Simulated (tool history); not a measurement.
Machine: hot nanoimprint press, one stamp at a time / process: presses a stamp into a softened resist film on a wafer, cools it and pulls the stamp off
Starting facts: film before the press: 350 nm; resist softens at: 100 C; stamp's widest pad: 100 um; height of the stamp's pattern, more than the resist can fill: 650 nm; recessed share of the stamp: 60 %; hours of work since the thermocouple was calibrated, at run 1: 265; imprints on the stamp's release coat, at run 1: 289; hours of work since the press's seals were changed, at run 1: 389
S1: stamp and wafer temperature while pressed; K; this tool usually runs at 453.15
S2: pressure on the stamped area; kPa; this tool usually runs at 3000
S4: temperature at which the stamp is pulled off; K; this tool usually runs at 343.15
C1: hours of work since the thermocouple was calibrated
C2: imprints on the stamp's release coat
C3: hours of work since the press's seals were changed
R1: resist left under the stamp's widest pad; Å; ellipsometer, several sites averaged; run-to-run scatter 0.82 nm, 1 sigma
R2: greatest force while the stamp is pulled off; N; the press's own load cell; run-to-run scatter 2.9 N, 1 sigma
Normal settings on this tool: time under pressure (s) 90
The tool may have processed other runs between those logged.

run 1 hour=0.0 | S1=453.15 S2=3000 time_under_pressure_(s)=90 S4=343.15 | C1=265 C2=289 C3=389 | R1=1433 R2=236
run 2 hour=30.8 | S1=453.15 S2=3030 time_under_pressure_(s)=90 S4=343.15 | C1=288 C2=407 C3=412 | R1=1430 R2=237
run 3 hour=62.7 | S1=453.15 S2=3000 time_under_pressure_(s)=90 S4=343.15 | C1=312 C2=529 C3=436 | R1=1455 R2=249
-- hour=91.0 plate thermocouple calibrated
run 4 hour=94.5 | S1=453.15 S2=3000 time_under_pressure_(s)=90 S4=343.15 | C1=3 C2=640 C3=458 | R1=1392 R2=248
run 5 hour=117.3 | S1=453.15 S2=3000 time_under_pressure_(s)=90 S4=343.15 | C1=20 C2=727 C3=475 | R1=1403 R2=244
run 6 hour=138.9 | S1=453.15 S2=3000 time_under_pressure_(s)=90 S4=343.15 | C1=36 C2=810 C3=491 | R1=1398 R2=253
run 7 hour=162.0 | S1=453.15 S2=3000 time_under_pressure_(s)=90 S4=343.15 | C1=53 C2=898 C3=508 | R1=1403 R2=257
-- hour=190.1 stamp cleaned and given a new release coat
run 8 hour=190.1 | S1=453.15 S2=3000 time_under_pressure_(s)=90 S4=343.15 | C1=69 C2=0 C3=524 | R1=1408 R2=229
run 9 hour=209.9 | S1=453.15 S2=3000 time_under_pressure_(s)=90 S4=343.15 | C1=84 C2=76 C3=539 | R1=1408 R2=227
run 10 hour=226.6 | S1=453.15 S2=3000 time_under_pressure_(s)=90 S4=343.15 | C1=97 C2=140 C3=552 | R1=1432 R2=230
run 11 hour=250.8 | S1=453.15 S2=3000 time_under_pressure_(s)=90 S4=343.15 | C1=115 C2=232 C3=570 | R1=1412 R2=231
run 12 hour=276.3 | S1=453.15 S2=3000 time_under_pressure_(s)=90 S4=343.15 | C1=134 C2=330 C3=589 | R1=1415 R2=237
run 13 hour=302.1 | S1=453.15 S2=3000 time_under_pressure_(s)=90 S4=343.15 | C1=153 C2=429 C3=608 | R1=1425 R2=238
run 14 hour=335.1 | S1=453.15 S2=3000 time_under_pressure_(s)=90 S4=343.15 | C1=178 C2=555 C3=633 | R1=1452 R2=241
run 15 hour=355.8 | S1=453.15 S2=3000 time_under_pressure_(s)=90 S4=343.15 | C1=193 C2=635 C3=648 | R1=1430 R2=244
run 16 hour=377.1 | S1=453.15 S2=3170 time_under_pressure_(s)=144 S4=344.15 | C1=209 C2=716 C3=664 | R1=1161 R2=247
run 17 hour=412.1 | S1=442.15 S2=4140 time_under_pressure_(s)=144 S4=344.15 | C1=235 C2=851 C3=690 | R1=1532 R2=246
run 18 hour=428.8 | S1=449.15 S2=3620 time_under_pressure_(s)=90 S4=343.15 | C1=247 C2=914 C3=702 | R1=1510 R2=255
-- hour=451.9 stamp cleaned and given a new release coat
run 19 hour=464.8 | S1=453.15 S2=3000 time_under_pressure_(s)=50 S4=343.15 | C1=270 C2=50 C3=725 | R1=1777 R2=229
run 20 hour=498.4 | S1=453.15 S2=3000 time_under_pressure_(s)=50 S4=343.15 | C1=295 C2=178 C3=750 | R1=1780 R2=236
run 21 hour=526.2 | S1=462.15 S2=2200 time_under_pressure_(s)=50 S4=343.15 | C1=316 C2=284 C3=771 | R1=1578 R2=242
-- hour=549.8 plate thermocouple calibrated
run 22 hour=555.6 | S1=452.15 S2=3000 time_under_pressure_(s)=157 S4=343.15 | C1=4 C2=386 C3=790 | R1=1182 R2=240
run 23 hour=572.4 | S1=452.15 S2=3000 time_under_pressure_(s)=157 S4=343.15 | C1=17 C2=450 C3=803 | R1=1193 R2=240
run 24 hour=595.9 | S1=452.15 S2=3000 time_under_pressure_(s)=157 S4=343.15 | C1=34 C2=540 C3=820 | R1=1187 R2=247
run 25 hour=611.3 | S1=452.15 S2=3000 time_under_pressure_(s)=123 S4=343.15 | C1=46 C2=599 C3=832 | R1=1299 R2=241
run 26 hour=637.1 | S1=453.15 S2=3000 time_under_pressure_(s)=60 S4=337.15 | C1=65 C2=698 C3=851 | R1=1641 R2=255
run 27 hour=663.2 | S1=453.15 S2=3000 time_under_pressure_(s)=60 S4=337.15 | C1=85 C2=798 C3=871 | R1=1638 R2=261
run 28 hour=693.7 | S1=447.15 S2=3100 time_under_pressure_(s)=106 S4=341.15 | C1=107 C2=915 C3=893 | R1=1621 R2=257
-- hour=718.1 stamp cleaned and given a new release coat
run 29 hour=731.8 | S1=447.15 S2=3960 time_under_pressure_(s)=130 S4=350.15 | C1=131 C2=53 C3=917 | R1=1348 R2=218
-- hour=754.8 press's hydraulic seals changed and the load cell set to zero
run 30 hour=774.9 | S1=448.15 S2=2040 time_under_pressure_(s)=130 S4=341.15 | C1=157 C2=187 C3=15 | R1=1772 R2=232

Results per run with the tool's hidden condition removed, run-to-run variation unchanged:
The hidden state here: true temperature over the reading, C; pressure that arrives at the usual setting, %; grip of the stamp's worn release coat, % over a new coat's; drift of the gauge itself on residual_nm, %; drift of the gauge itself on pull_off_n, %.
run=1 R1=1360 R2=226
run=2 R1=1351 R2=225
run=3 R1=1371 R2=232
run=4 R1=1369 R2=231
run=5 R1=1376 R2=224
run=6 R1=1367 R2=231
run=7 R1=1368 R2=232
run=8 R1=1370 R2=228
run=9 R1=1366 R2=225
run=10 R1=1387 R2=226
run=11 R1=1364 R2=224
run=12 R1=1362 R2=227
run=13 R1=1368 R2=226
run=14 R1=1389 R2=225
run=15 R1=1365 R2=226
run=16 R1=1101 R2=227
run=17 R1=1435 R2=222
run=18 R1=1421 R2=229
run=19 R1=1683 R2=226
run=20 R1=1681 R2=230
run=21 R1=1496 R2=233
run=22 R1=1149 R2=230
run=23 R1=1157 R2=228
run=24 R1=1148 R2=232
run=25 R1=1255 R2=225
run=26 R1=1585 R2=235
run=27 R1=1577 R2=238
run=28 R1=1552 R2=232
run=29 R1=1270 R2=216
run=30 R1=1735 R2=227
